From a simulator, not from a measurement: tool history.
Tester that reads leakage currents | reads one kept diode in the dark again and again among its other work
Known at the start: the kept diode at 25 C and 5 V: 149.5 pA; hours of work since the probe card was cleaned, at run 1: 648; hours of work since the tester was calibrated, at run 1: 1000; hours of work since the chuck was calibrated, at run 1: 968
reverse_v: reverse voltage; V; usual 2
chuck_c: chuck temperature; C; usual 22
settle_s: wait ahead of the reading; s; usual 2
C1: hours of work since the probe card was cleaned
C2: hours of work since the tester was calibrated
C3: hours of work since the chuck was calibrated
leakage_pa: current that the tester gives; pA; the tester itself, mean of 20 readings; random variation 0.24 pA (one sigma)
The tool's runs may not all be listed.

Run 1, hour 0: usual settings; C1 648; C2 1000; C3 968. Result: leakage_pa 83.22 pA.
Run 2, hour 49.5: usual settings; C1 674; C2 1026; C3 994. Result: leakage_pa 83.62 pA.
Run 3, hour 94.9: usual settings but reverse_v 2.69 V; C1 698; C2 1050; C3 1018. Result: leakage_pa 96.52 pA.
Run 4, hour 124.3: usual settings but reverse_v 2.69 V; C1 713; C2 1066; C3 1034. Result: leakage_pa 95.8 pA.
Run 5, hour 151.3: usual settings; C1 727; C2 1080; C3 1048. Result: leakage_pa 83.95 pA.
Run 6, hour 198.3: usual settings but reverse_v 2.78 V; C1 752; C2 1104; C3 1072. Result: leakage_pa 97.89 pA.
Run 7, hour 249.6: usual settings but reverse_v 2.78 V; C1 779; C2 1131; C3 1099. Result: leakage_pa 98.12 pA.
Run 8, hour 285.5: usual settings; C1 798; C2 1150; C3 1118. Result: leakage_pa 84.06 pA.
Run 9, hour 308.1: usual settings; C1 809; C2 1162; C3 1130. Result: leakage_pa 84.14 pA.
Run 10, hour 330.8: usual settings; C1 821; C2 1174; C3 1142. Result: leakage_pa 84.15 pA.
Run 11, hour 367.8: usual settings; C1 841; C2 1193; C3 1161. Result: leakage_pa 84.29 pA.
Run 12, hour 390.7: usual settings; C1 853; C2 1205; C3 1173. Result: leakage_pa 84.29 pA.
Run 13, hour 424.2: usual settings; C1 870; C2 1222; C3 1190. Result: leakage_pa 84.98 pA.
Run 14, hour 464.9: usual settings; C1 892; C2 1244; C3 1212. Result: leakage_pa 84.93 pA.
Run 15, hour 496.4: usual settings; C1 908; C2 1260; C3 1228. Result: leakage_pa 85.16 pA.
Run 16, hour 525.1: usual settings but settle_s 4.11 s; C1 923; C2 1275; C3 1243. Result: leakage_pa 85.46 pA.
Run 17, hour 557.2: usual settings but settle_s 4.11 s; C1 940; C2 1292; C3 1260. Result: leakage_pa 85.19 pA.
Run 18, hour 599.2: usual settings but settle_s 4.11 s; C1 962; C2 1314; C3 1282. Result: leakage_pa 85.16 pA.
Run 19, hour 635.5: usual settings but settle_s 4.11 s; C1 981; C2 1333; C3 1301. Result: leakage_pa 85.45 pA.
Run 20, hour 675.2: usual settings but settle_s 4.11 s; C1 1002; C2 1354; C3 1322. Result: leakage_pa 85.61 pA.
At hour 695.7: chuck's temperature calibrated.
Run 21, hour 704.5: usual settings but settle_s 4.11 s; C1 1016; C2 1368; C3 5. Result: leakage_pa 79.16 pA.
Run 22, hour 738.3: usual settings but chuck_c 37 C, settle_s 1.27 s; C1 1034; C2 1386; C3 22. Result: leakage_pa 238.69 pA.
Run 23, hour 784.2: usual settings but reverse_v 1.25 V, chuck_c 33 C; C1 1058; C2 1410; C3 46. Result: leakage_pa 145.64 pA.
Run 24, hour 807.8: usual settings but reverse_v 4.52 V, chuck_c 57 C; C1 1070; C2 1422; C3 59. Result: leakage_pa 1322.05 pA.
Run 25, hour 831.3: usual settings but reverse_v 4.52 V, chuck_c 57 C; C1 1082; C2 1435; C3 71. Result: leakage_pa 1313.27 pA.
Run 26, hour 874.8: usual settings but reverse_v 4.52 V, chuck_c 57 C; C1 1105; C2 1457; C3 94. Result: leakage_pa 1322.15 pA.
Run 27, hour 908.7: usual settings but chuck_c 42 C, settle_s 4.77 s; C1 1123; C2 1475; C3 112. Result: leakage_pa 340.55 pA.
Run 28, hour 942.4: usual settings but reverse_v 17.37 V, settle_s 0.55 s; C1 1140; C2 1493; C3 129. Result: leakage_pa 229.43 pA.
Run 29, hour 969.1: usual settings but chuck_c 21 C, settle_s 1 s; C1 1154; C2 1507; C3 143. Result: leakage_pa 74.33 pA.
Run 30, hour 997.8: usual settings but reverse_v 8.13 V, chuck_c 45 C, settle_s 0.79 s; C1 1169; C2 1522; C3 158. Result: leakage_pa 801.39 pA.
Run 31, hour 1048.9: usual settings but reverse_v 6.23 V, chuck_c 20 C, settle_s 1.44 s; C1 1196; C2 1548; C3 185. Result: leakage_pa 119.4 pA.
Run 32, hour 1095.4: usual settings but reverse_v 1.57 V, chuck_c 48 C, settle_s 0.47 s; C1 1220; C2 1573; C3 209. Result: leakage_pa 457.11 pA.
Run 33, hour 1137.9: usual settings but reverse_v 16.39 V, chuck_c 30 C, settle_s 0.77 s; C1 1243; C2 1595; C3 231. Result: leakage_pa 399.78 pA.
Run 34, hour 1187.6: usual settings but reverse_v 1.22 V, chuck_c 54 C, settle_s 0.74 s; C1 1269; C2 1621; C3 257. Result: leakage_pa 602.5 pA.
Run 35, hour 1213.8: usual settings but reverse_v 1.07 V, settle_s 4.45 s; C1 1282; C2 1635; C3 271. Result: leakage_pa 60.38 pA.
Run 36, hour 1260.1: usual settings but reverse_v 1.07 V, chuck_c 49 C, settle_s 0.34 s; C1 1307; C2 1659; C3 295. Result: leakage_pa 409.45 pA.
Run 37, hour 1282.5: usual settings but reverse_v 1.25 V; C1 1318; C2 1671; C3 307. Result: leakage_pa 64.72 pA.
Run 38, hour 1318.7: usual settings but reverse_v 1.25 V; C1 1337; C2 1690; C3 326. Result: leakage_pa 65.07 pA.
Run 39, hour 1346.4: usual settings but reverse_v 4.57 V, chuck_c 53 C, settle_s 3.82 s; C1 1352; C2 1704; C3 341. Result: leakage_pa 1047.02 pA.

Forecast each of these 5 alternatives for the next run:
Run A, hour 1369.3: usual settings but reverse_v 4.57 V, chuck_c 49 C, settle_s 3.82 s; C1 1364; C2 1716; C3 353. Result: leakage_pa ?.
Run B, hour 1369.3: usual settings but reverse_v 13.88 V, chuck_c 53 C, settle_s 2.78 s; C1 1364; C2 1716; C3 353. Result: leakage_pa ?.
Run C, hour 1369.3: usual settings but chuck_c 35 C; C1 1364; C2 1716; C3 353. Result: leakage_pa ?.
Run D, hour 1369.3: usual settings but reverse_v 8.45 V, chuck_c 53 C, settle_s 3.82 s; C1 1364; C2 1716; C3 353. Result: leakage_pa ?.
Run E, hour 1369.3: usual settings but reverse_v 4.57 V, chuck_c 56 C, settle_s 3.82 s; C1 1364; C2 1716; C3 353. Result: leakage_pa ?.

run  leakage_pa
  A       810.7
  B     1756.24
  C      211.49
  D      1401.1
  E     1254.18
Without the tool's hidden state the same runs would have given:
run  leakage_pa
  A      795.44
  B     1719.34
  C      206.13
  D     1374.77
  E     1234.79
